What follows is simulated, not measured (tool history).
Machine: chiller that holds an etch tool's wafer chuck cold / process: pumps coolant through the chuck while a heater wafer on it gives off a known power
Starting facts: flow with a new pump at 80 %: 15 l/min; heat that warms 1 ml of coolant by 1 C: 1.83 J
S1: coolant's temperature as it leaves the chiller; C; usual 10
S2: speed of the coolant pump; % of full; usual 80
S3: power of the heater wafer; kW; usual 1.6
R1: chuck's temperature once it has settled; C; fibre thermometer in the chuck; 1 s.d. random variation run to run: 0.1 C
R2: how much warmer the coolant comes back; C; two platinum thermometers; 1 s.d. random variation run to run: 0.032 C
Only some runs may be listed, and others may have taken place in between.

run	hour	S1	S2	S3	R1	R2
1	0	10	80	1.6	24.6	3.81
# hour 102.3: coolant changed, channels flushed
2	102.3	10	80	1.6	22.8	3.8
3	209.7	10	80	1.6	22.7	3.77
4	361.2	10	80	1.6	22.7	3.82
5	455.8	10	80	1.6	22.8	3.82
6	544.9	10	80	1.82	24.4	4.34
7	646.5	10	80	1.82	24.5	4.36
8	744.6	10	80	1.82	24.6	4.38
9	852.4	10	80	1.401	21.4	3.4
# hour 864.5: coolant pump overhauled
10	970.4	16	61	1.527	30.9	5.21
11	1125.4	15	91	1.6	27.4	3.43
12	1205.3	2	95	1.074	10.2	2.26
13	1269.6	10	80	2.302	29.2	5.79
14	1351.5	10	80	2.302	29.2	5.74
15	1425.1	18	90	1.316	28.3	2.88

The next listed run, before its measurement:
# hour 1442.4: coolant pump overhauled, once more
16	1550.9	18	73	1.028	?	?

{"run 16": {"R1": 26.8, "R2": 2.56}}
On a tool with no hidden condition, and with the same random variation, this run would have come out at R1 26.1 C, R2 2.54 C.
